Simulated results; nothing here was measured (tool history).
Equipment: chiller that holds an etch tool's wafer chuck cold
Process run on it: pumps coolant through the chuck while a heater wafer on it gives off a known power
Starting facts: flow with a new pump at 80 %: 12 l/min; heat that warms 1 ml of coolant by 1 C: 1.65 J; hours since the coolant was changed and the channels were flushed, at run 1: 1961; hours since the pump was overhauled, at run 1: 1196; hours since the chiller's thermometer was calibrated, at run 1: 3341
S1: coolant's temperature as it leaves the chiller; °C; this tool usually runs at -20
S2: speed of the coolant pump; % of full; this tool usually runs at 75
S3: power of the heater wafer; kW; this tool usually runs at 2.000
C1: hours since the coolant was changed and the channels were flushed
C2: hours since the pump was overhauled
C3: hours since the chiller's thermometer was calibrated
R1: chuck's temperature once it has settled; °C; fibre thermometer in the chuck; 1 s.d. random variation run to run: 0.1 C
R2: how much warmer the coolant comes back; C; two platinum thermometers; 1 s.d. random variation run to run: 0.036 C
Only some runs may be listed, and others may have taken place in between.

{"run": 1, "hour": 0.0, "S1": -20, "S2": 75, "S3": 2.0, "C1": 1961, "C2": 1196, "C3": 3341, "R1": -5.0, "R2": 6.6}
{"run": 2, "hour": 42.9, "S1": -20, "S2": 75, "S3": 2.0, "C1": 2004, "C2": 1239, "C3": 3384, "R1": -4.9, "R2": 6.58}
{"run": 3, "hour": 69.2, "S1": -20, "S2": 75, "S3": 2.0, "C1": 2030, "C2": 1265, "C3": 3410, "R1": -4.8, "R2": 6.59}
{"run": 4, "hour": 109.2, "S1": -20, "S2": 75, "S3": 2.0, "C1": 2070, "C2": 1305, "C3": 3450, "R1": -4.9, "R2": 6.58}
{"run": 5, "hour": 149.8, "S1": -29, "S2": 75, "S3": 2.0, "C1": 2111, "C2": 1346, "C3": 3491, "R1": -14.0, "R2": 6.56}
{"run": 6, "hour": 185.3, "S1": -20, "S2": 75, "S3": 2.0, "C1": 2147, "C2": 1381, "C3": 3527, "R1": -4.8, "R2": 6.56}
{"hour": 212.8, "done": "chiller's thermometer calibrated"}
{"run": 7, "hour": 223.1, "S1": -20, "S2": 97, "S3": 2.0, "C1": 2183, "C2": 1418, "C3": 10, "R1": -7.5, "R2": 5.08}
{"run": 8, "hour": 247.8, "S1": -20, "S2": 97, "S3": 2.0, "C1": 2208, "C2": 1443, "C3": 35, "R1": -7.3, "R2": 5.1}
{"run": 9, "hour": 283.0, "S1": -20, "S2": 97, "S3": 2.0, "C1": 2243, "C2": 1478, "C3": 70, "R1": -7.4, "R2": 5.04}
{"run": 10, "hour": 302.6, "S1": -20, "S2": 97, "S3": 2.0, "C1": 2263, "C2": 1498, "C3": 90, "R1": -7.3, "R2": 5.13}
{"run": 11, "hour": 326.8, "S1": -20, "S2": 97, "S3": 2.0, "C1": 2287, "C2": 1522, "C3": 114, "R1": -7.4, "R2": 5.05}
{"hour": 335.1, "done": "coolant pump overhauled"}
{"run": 12, "hour": 354.8, "S1": -20, "S2": 97, "S3": 2.0, "C1": 2310, "C2": 20, "C3": 137, "R1": -7.5, "R2": 5.08}
{"run": 13, "hour": 378.4, "S1": -20, "S2": 97, "S3": 1.302, "C1": 2334, "C2": 43, "C3": 161, "R1": -11.8, "R2": 3.26}
{"run": 14, "hour": 399.9, "S1": -20, "S2": 97, "S3": 1.302, "C1": 2355, "C2": 65, "C3": 182, "R1": -11.6, "R2": 3.42}
{"run": 15, "hour": 431.1, "S1": -24, "S2": 75, "S3": 2.0, "C1": 2386, "C2": 96, "C3": 213, "R1": -9.1, "R2": 6.56}
{"run": 16, "hour": 469.0, "S1": -20, "S2": 79, "S3": 2.0, "C1": 2424, "C2": 134, "C3": 251, "R1": -5.7, "R2": 6.31}
{"run": 17, "hour": 511.3, "S1": -20, "S2": 64, "S3": 2.316, "C1": 2467, "C2": 176, "C3": 294, "R1": -0.8, "R2": 9.06}
{"run": 18, "hour": 538.4, "S1": -20, "S2": 64, "S3": 2.316, "C1": 2494, "C2": 203, "C3": 321, "R1": -0.7, "R2": 9.1}
{"run": 19, "hour": 563.6, "S1": -22, "S2": 84, "S3": 2.416, "C1": 2519, "C2": 229, "C3": 346, "R1": -5.3, "R2": 7.16}
{"hour": 577.6, "done": "coolant pump overhauled, once more"}
{"run": 20, "hour": 592.2, "S1": -17, "S2": 99, "S3": 1.096, "C1": 2542, "C2": 15, "C3": 369, "R1": -10.2, "R2": 2.66}
{"run": 21, "hour": 625.6, "S1": -17, "S2": 99, "S3": 1.096, "C1": 2576, "C2": 48, "C3": 403, "R1": -10.2, "R2": 2.62}
{"run": 22, "hour": 663.6, "S1": -28, "S2": 75, "S3": 2.082, "C1": 2614, "C2": 86, "C3": 441, "R1": -12.7, "R2": 6.75}
{"run": 23, "hour": 694.0, "S1": -19, "S2": 75, "S3": 1.393, "C1": 2644, "C2": 116, "C3": 471, "R1": -8.6, "R2": 4.47}
{"run": 24, "hour": 728.5, "S1": -19, "S2": 72, "S3": 2.826, "C1": 2679, "C2": 151, "C3": 506, "R1": 2.6, "R2": 9.65}
{"run": 25, "hour": 748.4, "S1": -19, "S2": 68, "S3": 2.826, "C1": 2699, "C2": 171, "C3": 526, "R1": 3.2, "R2": 10.14}
{"run": 26, "hour": 781.8, "S1": -19, "S2": 75, "S3": 2.0, "C1": 2732, "C2": 204, "C3": 559, "R1": -4.2, "R2": 6.44}
{"run": 27, "hour": 807.1, "S1": -15, "S2": 66, "S3": 1.282, "C1": 2757, "C2": 230, "C3": 584, "R1": -4.8, "R2": 4.71}
{"run": 28, "hour": 845.2, "S1": -16, "S2": 83, "S3": 1.282, "C1": 2796, "C2": 268, "C3": 622, "R1": -7.0, "R2": 3.76}
{"run": 29, "hour": 868.3, "S1": -23, "S2": 79, "S3": 1.938, "C1": 2819, "C2": 291, "C3": 645, "R1": -9.2, "R2": 6.0}

Each row is a separate what-if for the run after 29, all from the same tool condition, not one after another. Results?
{"run": "A", "hour": 906.0, "S1": -29, "S2": 66, "S3": 1.516, "C1": 2856, "C2": 328, "C3": 683, "R1": "?", "R2": "?"}
{"run": "B", "hour": 906.0, "S1": -24, "S2": 75, "S3": 1.349, "C1": 2856, "C2": 328, "C3": 683, "R1": "?", "R2": "?"}
{"run": "C", "hour": 906.0, "S1": -27, "S2": 75, "S3": 2.0, "C1": 2856, "C2": 328, "C3": 683, "R1": "?", "R2": "?"}
{"run": "D", "hour": 906.0, "S1": -20, "S2": 60, "S3": 2.0, "C1": 2856, "C2": 328, "C3": 683, "R1": "?", "R2": "?"}
{"run": "E", "hour": 906.0, "S1": -24, "S2": 88, "S3": 1.853, "C1": 2856, "C2": 328, "C3": 683, "R1": "?", "R2": "?"}

run=A R1=-16.9 R2=5.64
run=B R1=-14.0 R2=4.37
run=C R1=-12.2 R2=6.46
run=D R1=-3.0 R2=8.20
run=E R1=-11.4 R2=5.21
With no hidden state in the tool, these same runs would have given:
run=A R1=-17.5 R2=5.60
run=B R1=-14.6 R2=4.34
run=C R1=-13.0 R2=6.41
run=D R1=-3.9 R2=8.14
run=E R1=-12.1 R2=5.18
